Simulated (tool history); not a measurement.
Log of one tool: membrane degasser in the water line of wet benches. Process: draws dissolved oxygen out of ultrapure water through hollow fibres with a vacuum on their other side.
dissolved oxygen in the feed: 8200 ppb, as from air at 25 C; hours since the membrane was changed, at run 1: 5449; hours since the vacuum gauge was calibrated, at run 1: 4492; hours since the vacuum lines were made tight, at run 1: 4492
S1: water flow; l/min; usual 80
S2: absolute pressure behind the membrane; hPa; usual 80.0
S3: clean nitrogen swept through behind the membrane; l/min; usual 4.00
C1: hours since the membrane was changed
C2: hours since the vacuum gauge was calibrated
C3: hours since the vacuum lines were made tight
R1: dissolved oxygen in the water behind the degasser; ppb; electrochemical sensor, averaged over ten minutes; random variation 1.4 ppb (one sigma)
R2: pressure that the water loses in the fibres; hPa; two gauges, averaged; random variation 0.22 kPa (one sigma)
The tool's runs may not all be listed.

run      day   S1     S2     S3    C1    C2    C3     R1     R2
  1    0.000   80   80.0   4.00  5449  4492  4492  224.6  563.3
  2    4.300   80   80.0   4.00  5552  4596  4596  224.8  556.0
  3   10.746   80   80.0   4.00  5707  4750  4750  224.8  560.0
  4   15.021   80   80.0   3.44  5809  4853  4853  254.7  556.5
  5   22.333   80   80.0   3.44  5985  5028  5028  256.5  556.4
  6   28.779   84   80.0   4.00  6140  5183  5183  236.2  587.4
  7   35.358   80   80.0   4.06  6298  5341  5341  223.7  560.1
  8   38.775   80   80.0   4.06  6380  5423  5423  224.7  559.3
      43.712  -- vacuum gauge calibrated
      44.821  -- seals of the vacuum lines changed
  9   45.450   80   80.0   4.06  6537    40    15  231.8  562.1
 10   49.650   80   80.0   6.03  6638   141   116  164.9  563.3
 11   54.729   80   80.0   4.00  6760   262   238  238.5  562.7
 12   60.112   80   80.0   4.00  6889   392   367  238.2  564.0
 13   64.167   80   80.0   2.72  6986   489   464  321.6  566.7
 14   71.283   80   80.0   2.72  7157   660   635  327.1  565.4
 15   78.804   80   80.0   2.72  7338   840   816  323.1  561.5
 16   82.783   80   80.0   4.00  7433   936   911  239.3  564.5
      89.267  -- vacuum gauge calibrated, once more
 17   89.700   85  134.1  10.43  7599    10  1077  197.5  597.6
 18   96.012   54   68.8   8.88  7750   162  1228   54.1  380.8
 19  102.629   98   80.0   6.89  7909   321  1387  161.7  694.2
 20  110.200   90   94.2   5.98  8091   502  1569  214.6  641.1
 21  116.242  101   80.0   6.39  8236   647  1714  178.5  713.7
 22  121.283   80   80.0   9.38  8357   768  1835  100.6  572.9
 23  127.892   70   80.0   5.87  8515   927  1993  135.3  499.2
 24  134.071   70   80.0   5.87  8664  1075  2141  134.5  499.4
 25  141.000   63   53.6   4.65  8830  1242  2308   69.3  450.7
 26  148.033   63   80.7   3.70  8999  1410  2477  186.3  448.6
 27  155.571   80  126.0   3.70  9180  1591  2658  435.5  576.2
 28  162.588   80  126.0   3.70  9348  1760  2826  435.6  572.3
 29  167.358   80  126.0   3.70  9463  1874  2940  440.0  576.0
 30  171.242   80  126.0   3.70  9556  1967  3034  434.6  576.9
 31  176.675  114   98.2   1.74  9686  2098  3164  741.3  822.9

The next listed run, before its measurement:
 32  179.842  67  51.3  1.78  9762  2174  3240   ?   ?

R1: 157.7 ppb
R2: 483.8 hPa
Without the tool's hidden state the same run would have given R1 147.5 ppb, R2 450.4 hPa.

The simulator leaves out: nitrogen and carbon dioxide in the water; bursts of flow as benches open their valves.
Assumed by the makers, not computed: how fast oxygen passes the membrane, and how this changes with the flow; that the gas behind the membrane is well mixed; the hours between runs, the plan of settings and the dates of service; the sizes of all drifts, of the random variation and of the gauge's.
